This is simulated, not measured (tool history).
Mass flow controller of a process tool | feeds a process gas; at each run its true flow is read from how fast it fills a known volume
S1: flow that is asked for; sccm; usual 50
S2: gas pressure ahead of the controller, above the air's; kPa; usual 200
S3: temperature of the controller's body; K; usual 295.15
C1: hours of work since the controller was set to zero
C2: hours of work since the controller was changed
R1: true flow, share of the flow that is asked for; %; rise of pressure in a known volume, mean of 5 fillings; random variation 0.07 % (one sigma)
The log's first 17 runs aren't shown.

{"run": 18, "day": 146.771, "S1": 11, "S2": 200, "S3": 295.15, "C1": 6203, "C2": 6203, "R1": 98.48}
{"run": 19, "day": 158.879, "S1": 12, "S2": 200, "S3": 295.15, "C1": 6336, "C2": 6336, "R1": 98.51}
{"run": 20, "day": 171.842, "S1": 12, "S2": 200, "S3": 295.15, "C1": 6479, "C2": 6479, "R1": 98.72}
{"run": 21, "day": 181.829, "S1": 12, "S2": 200, "S3": 295.15, "C1": 6589, "C2": 6589, "R1": 98.71}
{"run": 22, "day": 190.9, "S1": 98, "S2": 200, "S3": 305.15, "C1": 6689, "C2": 6689, "R1": 101.49}
{"run": 23, "day": 200.129, "S1": 98, "S2": 200, "S3": 305.15, "C1": 6791, "C2": 6791, "R1": 101.5}
{"run": 24, "day": 206.208, "S1": 98, "S2": 200, "S3": 305.15, "C1": 6858, "C2": 6858, "R1": 101.43}
{"run": 25, "day": 216.992, "S1": 98, "S2": 200, "S3": 305.15, "C1": 6977, "C2": 6977, "R1": 101.54}
{"run": 26, "day": 225.367, "S1": 98, "S2": 200, "S3": 305.15, "C1": 7069, "C2": 7069, "R1": 101.55}
{"run": 27, "day": 232.0, "S1": 15, "S2": 250, "S3": 301.15, "C1": 7142, "C2": 7142, "R1": 99.82}
{"day": 239.312, "done": "controller's zero set anew"}
{"run": 28, "day": 240.125, "S1": 15, "S2": 250, "S3": 301.15, "C1": 9, "C2": 7232, "R1": 99.77}
{"run": 29, "day": 249.188, "S1": 11, "S2": 200, "S3": 295.15, "C1": 109, "C2": 7332, "R1": 99.14}

Run 30 comes next. What will it give?
{"run": 30, "day": 259.279, "S1": 11, "S2": 200, "S3": 295.15, "C1": 220, "C2": 7443, "R1": "?"}

R1: 99.03 %
Without the tool's hidden state the same run would have given R1 97.79 %.
